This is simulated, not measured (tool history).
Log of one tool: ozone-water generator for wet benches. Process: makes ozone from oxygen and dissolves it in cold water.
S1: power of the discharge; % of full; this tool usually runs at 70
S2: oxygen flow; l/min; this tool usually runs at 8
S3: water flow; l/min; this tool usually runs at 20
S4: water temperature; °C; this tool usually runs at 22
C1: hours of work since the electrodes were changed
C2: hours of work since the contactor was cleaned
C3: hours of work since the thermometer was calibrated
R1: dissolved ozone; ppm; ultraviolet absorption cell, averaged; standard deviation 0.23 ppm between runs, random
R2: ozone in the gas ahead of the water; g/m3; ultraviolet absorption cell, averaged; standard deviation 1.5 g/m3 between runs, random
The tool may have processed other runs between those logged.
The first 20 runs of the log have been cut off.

run	hour	S1	S2	S3	S4	C1	C2	C3	R1	R2
21	2397.7	59	12.31	27	21	5078	1166	940	23.1	189.8
22	2522.7	70	8.61	20	22	5173	1261	1036	31.6	243.9
23	2622	82	7.59	28	22	5249	1337	1111	26.4	282.3
24	2757.6	61	4.91	19	20	5353	1441	1215	31.2	294
25	2841.1	52	4.91	19	19	5416	1504	1278	28.7	266.1
26	2928.9	99	8	22	22	5483	1571	1345	35.6	307.1
27	3066.9	47	8	21	22	5588	1676	1450	24.4	203.7
28	3198.6	63	5.09	19	22	5689	1777	1551	30.3	289.8
29	3357.8	52	7.08	13	22	5810	1898	1672	35.8	225.5
30	3496.6	52	7.08	13	20	5916	2004	1778	37.2	227.1
31	3621.7	70	9.51	20	20	6011	2099	1873	32.1	233.9
32	3713.6	93	5.18	20	22	6081	2170	1944	35.7	354.8
33	3806.9	54	8	19	16	6153	2241	2015	31.3	216.5

Below are 3 alternative next runs, each starting from the tool's condition after run 33. Predict each:
A	3957.2	59	8	20	22	6267	2355	2129	?	?
B	3957.2	54	11.79	19	17	6267	2355	2129	?	?
C	3957.2	69	12.28	19	28	6267	2355	2129	?	?

run	R1	R2
A	28.1	227.8
B	29.9	180
C	26.8	207
Stripped of hidden state, with their random variation kept, the same runs would have yielded:
run	R1	R2
A	31.3	246.8
B	33.1	194.3
C	30	226.1

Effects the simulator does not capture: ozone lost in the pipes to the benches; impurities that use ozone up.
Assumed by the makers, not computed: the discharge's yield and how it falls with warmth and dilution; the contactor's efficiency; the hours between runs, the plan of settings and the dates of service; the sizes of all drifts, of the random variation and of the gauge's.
